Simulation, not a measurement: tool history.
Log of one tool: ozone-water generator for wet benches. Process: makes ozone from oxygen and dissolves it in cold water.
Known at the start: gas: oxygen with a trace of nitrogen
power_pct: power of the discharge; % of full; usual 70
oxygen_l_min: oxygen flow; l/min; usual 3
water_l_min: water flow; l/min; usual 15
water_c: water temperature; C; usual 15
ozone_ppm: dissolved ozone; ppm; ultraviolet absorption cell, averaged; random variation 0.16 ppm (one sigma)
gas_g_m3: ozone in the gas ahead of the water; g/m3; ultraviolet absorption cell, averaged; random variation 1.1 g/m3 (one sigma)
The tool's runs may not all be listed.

run 1 hour=0 | power_pct=70 oxygen_l_min=3 water_l_min=15 water_c=15 | ozone_ppm=21.7 gas_g_m3=204.6
run 2 hour=14 | power_pct=70 oxygen_l_min=3 water_l_min=15 water_c=14 | ozone_ppm=21.9 gas_g_m3=204.4
run 3 hour=33.9 | power_pct=70 oxygen_l_min=3 water_l_min=15 water_c=14 | ozone_ppm=21.9 gas_g_m3=203.9
run 4 hour=64.4 | power_pct=70 oxygen_l_min=3 water_l_min=15 water_c=15 | ozone_ppm=21.3 gas_g_m3=201.9
run 5 hour=84.2 | power_pct=70 oxygen_l_min=3 water_l_min=14 water_c=15 | ozone_ppm=22.7 gas_g_m3=203.6
run 6 hour=98.1 | power_pct=70 oxygen_l_min=3 water_l_min=14 water_c=15 | ozone_ppm=23 gas_g_m3=202.4
run 7 hour=128.9 | power_pct=70 oxygen_l_min=3 water_l_min=14 water_c=15 | ozone_ppm=22.7 gas_g_m3=202.8
run 8 hour=150.6 | power_pct=70 oxygen_l_min=3 water_l_min=15 water_c=14 | ozone_ppm=21.7 gas_g_m3=202.2
run 9 hour=169.3 | power_pct=70 oxygen_l_min=3 water_l_min=15 water_c=14 | ozone_ppm=21.7 gas_g_m3=203
run 10 hour=195.9 | power_pct=70 oxygen_l_min=3 water_l_min=15 water_c=14 | ozone_ppm=21.8 gas_g_m3=203.8
run 11 hour=208.8 | power_pct=86 oxygen_l_min=3.47 water_l_min=21 water_c=15 | ozone_ppm=18.8 gas_g_m3=208.2

Forecast run 12:
run 12 hour=227.3 | power_pct=86 oxygen_l_min=3.47 water_l_min=20 water_c=17 | ozone_ppm=? gas_g_m3=?

{"run 12": {"ozone_ppm": 19.1, "gas_g_m3": 211.6}}
Without the tool's hidden state the same run would have given ozone_ppm 19.1 ppm, gas_g_m3 211.7 g/m3.

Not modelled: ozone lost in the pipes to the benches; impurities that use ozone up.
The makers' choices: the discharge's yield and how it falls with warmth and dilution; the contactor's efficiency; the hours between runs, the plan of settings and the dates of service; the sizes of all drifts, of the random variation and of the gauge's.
